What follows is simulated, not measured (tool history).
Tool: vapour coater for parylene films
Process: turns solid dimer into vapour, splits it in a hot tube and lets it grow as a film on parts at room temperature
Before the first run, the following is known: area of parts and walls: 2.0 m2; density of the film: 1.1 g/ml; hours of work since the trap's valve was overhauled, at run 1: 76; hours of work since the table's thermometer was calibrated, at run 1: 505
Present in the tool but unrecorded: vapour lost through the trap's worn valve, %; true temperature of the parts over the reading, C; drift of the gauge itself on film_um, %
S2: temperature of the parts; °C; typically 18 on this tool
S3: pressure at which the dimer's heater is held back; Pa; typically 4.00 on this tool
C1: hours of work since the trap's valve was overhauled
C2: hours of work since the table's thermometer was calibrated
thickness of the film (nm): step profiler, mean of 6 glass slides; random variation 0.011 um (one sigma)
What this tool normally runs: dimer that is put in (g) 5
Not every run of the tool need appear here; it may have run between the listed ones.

Run 1, hour 0.0: usual settings; C1 76; C2 505. Result: thickness of the film (nm) 1760.
Run 2, hour 37.6: usual settings; C1 106; C2 535. Result: thickness of the film (nm) 1750.
Run 3, hour 62.8: usual settings; C1 125; C2 555. Result: thickness of the film (nm) 1770.
Run 4, hour 109.2: usual settings but S3 10.60 Pa; C1 162; C2 591. Result: thickness of the film (nm) 1610.
Run 5, hour 135.7: usual settings but S3 6.01 Pa; C1 182; C2 612. Result: thickness of the film (nm) 1680.
Run 6, hour 173.0: usual settings but S3 7.36 Pa; C1 212; C2 641. Result: thickness of the film (nm) 1650.
Run 7, hour 204.0: usual settings but S3 7.36 Pa; C1 236; C2 665. Result: thickness of the film (nm) 1660.
Run 8, hour 253.4: usual settings but S3 4.42 Pa; C1 275; C2 704. Result: thickness of the film (nm) 1700.
Run 9, hour 282.0: usual settings but S3 4.42 Pa; C1 297; C2 726. Result: thickness of the film (nm) 1680.
Run 10, hour 330.5: usual settings but S3 4.42 Pa; C1 335; C2 764. Result: thickness of the film (nm) 1640.
At hour 355.5: trap's valve overhauled.
Run 11, hour 359.8: usual settings; C1 3; C2 784. Result: thickness of the film (nm) 1770.
Run 12, hour 396.6: usual settings; C1 32; C2 813. Result: thickness of the film (nm) 1770.
Run 13, hour 431.5: usual settings; C1 59; C2 840. Result: thickness of the film (nm) 1770.
Run 14, hour 465.4: usual settings; C1 86; C2 867. Result: thickness of the film (nm) 1760.
Run 15, hour 515.9: usual settings but S2 11 °C, S3 6.45 Pa; C1 126; C2 906. Result: thickness of the film (nm) 2200.
Run 16, hour 563.0: usual settings but S2 11 °C, S3 6.45 Pa; C1 162; C2 943. Result: thickness of the film (nm) 2180.
At hour 567.9: table's thermometer calibrated.
Run 17, hour 609.2: usual settings but S2 11 °C, S3 6.45 Pa; C1 198; C2 32. Result: thickness of the film (nm) 2180.
Run 18, hour 630.3: usual settings but S2 16 °C, S3 9.84 Pa; C1 214; C2 49. Result: thickness of the film (nm) 1740.
Run 19, hour 659.5: usual settings but S2 16 °C, S3 9.84 Pa; C1 237; C2 72. Result: thickness of the film (nm) 1730.
Run 20, hour 692.5: usual settings but S2 13 °C, S3 9.20 Pa; C1 263; C2 98. Result: thickness of the film (nm) 2030.
Run 21, hour 725.7: usual settings but dimer that is put in (g) 4; C1 289; C2 124. Result: thickness of the film (nm) 1310.
Run 22, hour 768.8: usual settings but S2 17 °C, S3 5.06 Pa; C1 323; C2 157. Result: thickness of the film (nm) 1710.
At hour 791.9: table's thermometer calibrated, once more.
At hour 809.4: trap's valve overhauled.
Run 23, hour 812.3: usual settings but dimer that is put in (g) 6, S2 17 °C, S3 2.14 Pa; C1 2; C2 13. Result: thickness of the film (nm) 2390.
Run 24, hour 853.5: usual settings but dimer that is put in (g) 6, S2 17 °C, S3 2.14 Pa; C1 35; C2 45. Result: thickness of the film (nm) 2370.
Run 25, hour 900.7: usual settings but dimer that is put in (g) 7, S2 17 °C, S3 9.79 Pa; C1 71; C2 82. Result: thickness of the film (nm) 2460.
Run 26, hour 928.9: usual settings; C1 94; C2 104. Result: thickness of the film (nm) 1790.

Predict each of these 3 candidate next runs independently; none follows another, all start after run 26:
Run A, hour 975.3: usual settings; C1 130; C2 140. Result: thickness of the film (nm) ?.
Run B, hour 975.3: usual settings but dimer that is put in (g) 2, S2 20 °C, S3 10.05 Pa; C1 130; C2 140. Result: thickness of the film (nm) ?.
Run C, hour 975.3: usual settings but S3 8.28 Pa; C1 130; C2 140. Result: thickness of the film (nm) ?.

run  thickness of the film (nm)
  A                        1780
  B                         600
  C                        1700
Without the tool's unlogged condition, the same runs would have read:
run  thickness of the film (nm)
  A                        1830
  B                         610
  C                        1740
